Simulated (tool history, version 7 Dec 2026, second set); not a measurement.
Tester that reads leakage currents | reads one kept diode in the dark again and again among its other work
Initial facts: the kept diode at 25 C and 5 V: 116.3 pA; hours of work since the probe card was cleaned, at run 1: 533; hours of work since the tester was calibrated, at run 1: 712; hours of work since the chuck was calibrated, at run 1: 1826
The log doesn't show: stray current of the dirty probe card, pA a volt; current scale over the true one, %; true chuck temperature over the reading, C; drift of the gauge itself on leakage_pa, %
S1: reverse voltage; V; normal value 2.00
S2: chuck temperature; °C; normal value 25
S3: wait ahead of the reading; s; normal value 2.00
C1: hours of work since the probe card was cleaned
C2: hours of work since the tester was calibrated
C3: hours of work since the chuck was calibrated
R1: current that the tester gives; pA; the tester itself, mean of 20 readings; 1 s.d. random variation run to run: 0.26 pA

run	hour	S1	S2	S3	C1	C2	C3	R1
1	0.0	2.00	25	2.00	533	712	1826	90.12
2	18.1	2.00	25	2.00	544	723	1836	90.41
3	45.2	2.00	25	2.00	560	739	1853	90.46
4	73.4	2.00	25	2.00	577	756	1870	89.96
5	91.2	2.00	25	5.91	588	767	1880	90.27
6	126.7	2.00	25	5.91	609	788	1902	90.36
7	161.9	2.00	25	5.91	630	809	1923	90.28
8	197.5	2.00	25	5.91	651	830	1944	90.35
9	227.1	2.00	25	5.91	669	848	1962	90.89
10	265.5	2.00	25	2.00	692	871	1985	90.98
# hour 274.6: chuck's temperature calibrated
11	286.2	2.00	25	2.00	703	882	7	84.53
12	314.8	1.42	52	2.00	720	899	24	458.30
13	352.0	2.00	20	1.92	743	922	46	58.67
14	377.7	2.00	20	1.92	758	937	62	58.61
15	410.2	2.28	25	2.00	778	956	81	89.25
16	440.8	2.83	25	2.00	796	975	100	96.92
17	466.4	18.03	33	0.79	811	990	115	344.19
18	506.3	2.00	25	0.36	835	1014	139	86.96
19	531.5	2.00	25	0.36	850	1029	154	86.71
20	569.5	2.60	50	0.63	873	1052	177	506.25
21	590.0	1.82	21	0.63	885	1064	189	62.16
22	607.7	2.00	33	2.86	896	1075	200	150.58

What if the next run were any one of these 5? Each begins from the tool's condition after run 22:
A	642.7	2.00	24	1.77	917	1096	220	?
B	642.7	2.62	38	7.98	917	1096	220	?
C	642.7	2.16	48	2.86	917	1096	220	?
D	642.7	5.81	25	0.42	917	1096	220	?
E	642.7	3.54	33	0.66	917	1096	220	?

run	R1
A	79.85
B	233.27
C	415.80
D	131.05
E	186.08
With the hidden condition removed and each run's random variation left untouched, the same runs would have given:
run	R1
A	78.49
B	230.37
C	411.50
D	128.12
E	183.33

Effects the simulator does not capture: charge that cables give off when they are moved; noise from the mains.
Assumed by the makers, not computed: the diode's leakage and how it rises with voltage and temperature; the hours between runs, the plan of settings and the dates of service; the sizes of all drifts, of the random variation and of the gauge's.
